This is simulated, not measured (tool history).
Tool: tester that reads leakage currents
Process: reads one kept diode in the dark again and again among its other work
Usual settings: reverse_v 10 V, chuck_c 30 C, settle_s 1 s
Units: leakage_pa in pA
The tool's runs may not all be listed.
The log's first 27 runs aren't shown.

-- hour=2319.7 tester calibrated, once more
run 28 hour=2394.3 | reverse_v=2.7 chuck_c=51 settle_s=2.18 | leakage_pa=645.41
-- hour=2413.5 chuck's temperature calibrated
run 29 hour=2513.4 | reverse_v=4 chuck_c=30 settle_s=5.45 | leakage_pa=145.84
run 30 hour=2621.3 | reverse_v=2.3 chuck_c=59 settle_s=0.41 | leakage_pa=1136.89
-- hour=2696 probe card cleaned and baked
run 31 hour=2748.1 | reverse_v=10 chuck_c=30 settle_s=2.78 | leakage_pa=197.46
run 32 hour=2819.7 | reverse_v=11.1 chuck_c=30 settle_s=2.37 | leakage_pa=206.26
run 33 hour=2930 | reverse_v=1.9 chuck_c=30 settle_s=2.37 | leakage_pa=100.25
run 34 hour=3009.9 | reverse_v=1.3 chuck_c=46 settle_s=1 | leakage_pa=326.26
run 35 hour=3104.1 | reverse_v=1.3 chuck_c=46 settle_s=1 | leakage_pa=322.77
run 36 hour=3186.4 | reverse_v=1 chuck_c=30 settle_s=5.26 | leakage_pa=75.57
run 37 hour=3306.7 | reverse_v=4.5 chuck_c=53 settle_s=0.33 | leakage_pa=921.07
-- hour=3364.1 chuck's temperature calibrated
run 38 hour=3386.2 | reverse_v=4.5 chuck_c=53 settle_s=0.33 | leakage_pa=970.51

Forecast each of these 4 alternatives for the next run:
run A hour=3454.1 | reverse_v=1.4 chuck_c=53 settle_s=0.33 | leakage_pa=?
run B hour=3454.1 | reverse_v=2.5 chuck_c=40 settle_s=2.79 | leakage_pa=?
run C hour=3454.1 | reverse_v=10 chuck_c=30 settle_s=1.22 | leakage_pa=?
run D hour=3454.1 | reverse_v=4.5 chuck_c=23 settle_s=5.45 | leakage_pa=?

run=A leakage_pa=603.86
run=B leakage_pa=273.14
run=C leakage_pa=217.29
run=D leakage_pa=83.75
Without the tool's hidden state the same runs would have given:
run=A leakage_pa=605.49
run=B leakage_pa=271.01
run=C leakage_pa=203.25
run=D leakage_pa=77.36
